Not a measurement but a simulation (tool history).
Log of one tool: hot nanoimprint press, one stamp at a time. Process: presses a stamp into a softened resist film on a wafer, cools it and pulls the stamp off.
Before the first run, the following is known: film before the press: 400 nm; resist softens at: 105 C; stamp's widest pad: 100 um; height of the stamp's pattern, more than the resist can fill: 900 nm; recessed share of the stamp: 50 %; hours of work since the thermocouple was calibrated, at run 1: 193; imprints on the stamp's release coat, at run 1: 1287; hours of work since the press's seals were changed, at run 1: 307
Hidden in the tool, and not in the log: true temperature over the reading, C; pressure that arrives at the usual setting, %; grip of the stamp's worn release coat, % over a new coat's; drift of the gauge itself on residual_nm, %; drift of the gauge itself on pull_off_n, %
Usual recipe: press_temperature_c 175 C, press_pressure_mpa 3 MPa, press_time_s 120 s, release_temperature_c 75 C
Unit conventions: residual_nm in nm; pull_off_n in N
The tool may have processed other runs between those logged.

run  hour  press_temperature_c  press_pressure_mpa  press_time_s  release_temperature_c  hours of work since the thermocouple was calibrated  imprints on the stamp's release coat  hours of work since the press's seals were changed  residual_nm  pull_off_n
  1     0                  175                   3           120                     75                                                  193                                  1287                                                 307        178.7         118
     13.5  -- stamp cleaned and given a new release coat
  2  13.5                  175                   3           120                     75                                                  198                                     0                                                 312        178.3          95
  3  24.6                  175                   3           120                     75                                                  206                                    51                                                 320          179          94
  4  30.4                  175                   3           120                     75                                                  210                                    77                                                 323        178.3          97
  5  40.2                  175                   3           120                     75                                                  216                                   122                                                 330        179.8          98
  6  50.2                  175                3.85           228                     75                                                  223                                   167                                                 337        123.9          96

Estimate the outcome of run 7 from the log above:
  7  57.9                  175                3.04           113                     75                                                  228                                   202                                                 342            ?           ?

{"run 7": {"residual_nm": 182.4, "pull_off_n": 97}}
Minus the tool's unlogged condition, the same run would have read residual_nm 174.5 nm, pull_off_n 93 N.

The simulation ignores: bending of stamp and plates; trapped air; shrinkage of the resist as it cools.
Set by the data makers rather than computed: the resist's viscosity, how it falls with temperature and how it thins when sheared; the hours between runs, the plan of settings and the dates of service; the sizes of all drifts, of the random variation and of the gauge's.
